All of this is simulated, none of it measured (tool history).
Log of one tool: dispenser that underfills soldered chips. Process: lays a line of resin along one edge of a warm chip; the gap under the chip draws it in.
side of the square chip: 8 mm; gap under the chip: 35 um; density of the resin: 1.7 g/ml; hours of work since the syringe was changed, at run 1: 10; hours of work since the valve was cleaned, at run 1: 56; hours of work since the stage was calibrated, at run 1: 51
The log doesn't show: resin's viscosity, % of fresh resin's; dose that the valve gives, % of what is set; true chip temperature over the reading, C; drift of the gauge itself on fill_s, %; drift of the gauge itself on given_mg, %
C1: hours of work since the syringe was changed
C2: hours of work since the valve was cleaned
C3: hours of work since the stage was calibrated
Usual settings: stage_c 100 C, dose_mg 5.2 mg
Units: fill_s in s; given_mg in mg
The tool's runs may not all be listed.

{"run": 1, "day": 0.0, "stage_c": 100, "dose_mg": 5.2, "C1": 10, "C2": 56, "C3": 51, "fill_s": 150.6, "given_mg": 5.02}
{"day": 0.096, "done": "new syringe of resin"}
{"run": 2, "day": 0.171, "stage_c": 95, "dose_mg": 5.2, "C1": 1, "C2": 58, "C3": 54, "fill_s": 81.7, "given_mg": 5.03}
{"run": 3, "day": 0.367, "stage_c": 95, "dose_mg": 5.05, "C1": 4, "C2": 62, "C3": 57, "fill_s": 108.7, "given_mg": 4.91}
{"run": 4, "day": 0.562, "stage_c": 100, "dose_mg": 5.2, "C1": 8, "C2": 65, "C3": 60, "fill_s": 123.5, "given_mg": 5.01}
{"run": 5, "day": 0.771, "stage_c": 100, "dose_mg": 5.2, "C1": 11, "C2": 68, "C3": 64, "fill_s": 167.4, "given_mg": 5.05}
{"day": 0.8, "done": "new syringe of resin"}
{"run": 6, "day": 0.95, "stage_c": 100, "dose_mg": 5.52, "C1": 3, "C2": 71, "C3": 66, "fill_s": 79.4, "given_mg": 5.33}
{"run": 7, "day": 1.125, "stage_c": 100, "dose_mg": 5.52, "C1": 5, "C2": 74, "C3": 69, "fill_s": 102, "given_mg": 5.36}
{"run": 8, "day": 1.217, "stage_c": 100, "dose_mg": 5.52, "C1": 7, "C2": 75, "C3": 71, "fill_s": 118.2, "given_mg": 5.33}
{"run": 9, "day": 1.404, "stage_c": 100, "dose_mg": 5.52, "C1": 10, "C2": 78, "C3": 74, "fill_s": 152.2, "given_mg": 5.31}
{"day": 1.508, "done": "new syringe of resin"}
{"run": 10, "day": 1.583, "stage_c": 112, "dose_mg": 5.52, "C1": 1, "C2": 81, "C3": 77, "fill_s": 53.7, "given_mg": 5.29}
{"run": 11, "day": 1.712, "stage_c": 100, "dose_mg": 5.2, "C1": 3, "C2": 83, "C3": 79, "fill_s": 85.9, "given_mg": 4.99}
{"day": 1.8, "done": "dispensing valve cleaned and set on the balance"}
{"run": 12, "day": 1.896, "stage_c": 100, "dose_mg": 5.2, "C1": 6, "C2": 2, "C3": 81, "fill_s": 106.4, "given_mg": 5.17}
{"run": 13, "day": 2.017, "stage_c": 100, "dose_mg": 5.2, "C1": 8, "C2": 4, "C3": 83, "fill_s": 126.9, "given_mg": 5.21}
{"run": 14, "day": 2.2, "stage_c": 100, "dose_mg": 5.2, "C1": 11, "C2": 7, "C3": 86, "fill_s": 162.6, "given_mg": 5.18}
{"day": 2.254, "done": "new syringe of resin"}
{"run": 15, "day": 2.408, "stage_c": 100, "dose_mg": 5.22, "C1": 3, "C2": 10, "C3": 89, "fill_s": 81.1, "given_mg": 5.18}
{"run": 16, "day": 2.521, "stage_c": 100, "dose_mg": 5.22, "C1": 4, "C2": 12, "C3": 91, "fill_s": 93.9, "given_mg": 5.18}
{"run": 17, "day": 2.646, "stage_c": 100, "dose_mg": 5.45, "C1": 6, "C2": 14, "C3": 93, "fill_s": 110.6, "given_mg": 5.44}
{"run": 18, "day": 2.792, "stage_c": 100, "dose_mg": 5.2, "C1": 9, "C2": 16, "C3": 96, "fill_s": 138.7, "given_mg": 5.16}
{"run": 19, "day": 2.938, "stage_c": 100, "dose_mg": 4.65, "C1": 11, "C2": 18, "C3": 98, "fill_s": 174.5, "given_mg": 4.56}
{"day": 2.962, "done": "new syringe of resin"}
{"run": 20, "day": 3.1, "stage_c": 92, "dose_mg": 4.6, "C1": 2, "C2": 21, "C3": 100, "fill_s": 99.7, "given_mg": 4.55}
{"run": 21, "day": 3.212, "stage_c": 105, "dose_mg": 5.73, "C1": 4, "C2": 23, "C3": 102, "fill_s": 78.7, "given_mg": 5.64}
{"run": 22, "day": 3.329, "stage_c": 105, "dose_mg": 5.73, "C1": 6, "C2": 25, "C3": 104, "fill_s": 94.7, "given_mg": 5.69}
{"run": 23, "day": 3.471, "stage_c": 110, "dose_mg": 5.21, "C1": 8, "C2": 27, "C3": 106, "fill_s": 103.5, "given_mg": 5.15}
{"run": 24, "day": 3.558, "stage_c": 102, "dose_mg": 5.65, "C1": 10, "C2": 28, "C3": 108, "fill_s": 142.7, "given_mg": 5.55}
{"day": 3.671, "done": "new syringe of resin"}
{"run": 25, "day": 3.692, "stage_c": 105, "dose_mg": 5.05, "C1": 0, "C2": 30, "C3": 110, "fill_s": 60.9, "given_mg": 4.97}
{"run": 26, "day": 3.829, "stage_c": 86, "dose_mg": 4.68, "C1": 3, "C2": 33, "C3": 112, "fill_s": 123.7, "given_mg": 4.61}
{"run": 27, "day": 3.954, "stage_c": 86, "dose_mg": 4.68, "C1": 5, "C2": 35, "C3": 114, "fill_s": 146.4, "given_mg": 4.62}
{"run": 28, "day": 4.146, "stage_c": 86, "dose_mg": 4.68, "C1": 8, "C2": 38, "C3": 117, "fill_s": 195.2, "given_mg": 4.6}
{"run": 29, "day": 4.279, "stage_c": 86, "dose_mg": 4.68, "C1": 10, "C2": 40, "C3": 120, "fill_s": 229.9, "given_mg": 4.56}
{"day": 4.388, "done": "new syringe of resin"}
{"run": 30, "day": 4.45, "stage_c": 113, "dose_mg": 4.87, "C1": 1, "C2": 43, "C3": 122, "fill_s": 52.2, "given_mg": 4.81}
{"run": 31, "day": 4.542, "stage_c": 113, "dose_mg": 4.87, "C1": 3, "C2": 44, "C3": 124, "fill_s": 60.4, "given_mg": 4.77}
{"run": 32, "day": 4.692, "stage_c": 108, "dose_mg": 6.32, "C1": 5, "C2": 47, "C3": 126, "fill_s": 79.2, "given_mg": 6.19}
{"run": 33, "day": 4.858, "stage_c": 108, "dose_mg": 6.32, "C1": 8, "C2": 49, "C3": 129, "fill_s": 97.7, "given_mg": 6.17}
{"run": 34, "day": 4.992, "stage_c": 110, "dose_mg": 5.77, "C1": 10, "C2": 52, "C3": 131, "fill_s": 117.4, "given_mg": 5.65}
{"day": 5.088, "done": "new syringe of resin"}
{"run": 35, "day": 5.15, "stage_c": 99, "dose_mg": 6.76, "C1": 1, "C2": 54, "C3": 133, "fill_s": 70.3, "given_mg": 6.57}
{"run": 36, "day": 5.279, "stage_c": 114, "dose_mg": 6.76, "C1": 3, "C2": 56, "C3": 136, "fill_s": 58.9, "given_mg": 6.6}
{"run": 37, "day": 5.45, "stage_c": 114, "dose_mg": 6.76, "C1": 6, "C2": 59, "C3": 138, "fill_s": 75.1, "given_mg": 6.59}

Forecast each of these 3 alternatives for the next run:
{"run": "A", "day": 5.65, "stage_c": 90, "dose_mg": 6.72, "C1": 9, "C2": 62, "C3": 142, "fill_s": "?", "given_mg": "?"}
{"run": "B", "day": 5.65, "stage_c": 100, "dose_mg": 5.3, "C1": 9, "C2": 62, "C3": 142, "fill_s": "?", "given_mg": "?"}
{"run": "C", "day": 5.65, "stage_c": 103, "dose_mg": 5.77, "C1": 9, "C2": 62, "C3": 142, "fill_s": "?", "given_mg": "?"}

run=A fill_s=182.5 given_mg=6.54
run=B fill_s=145.5 given_mg=5.19
run=C fill_s=134.8 given_mg=5.59
Without the tool's hidden state the same runs would have given:
run=A fill_s=81.1 given_mg=6.73
run=B fill_s=64.5 given_mg=5.34
run=C fill_s=59.6 given_mg=5.76
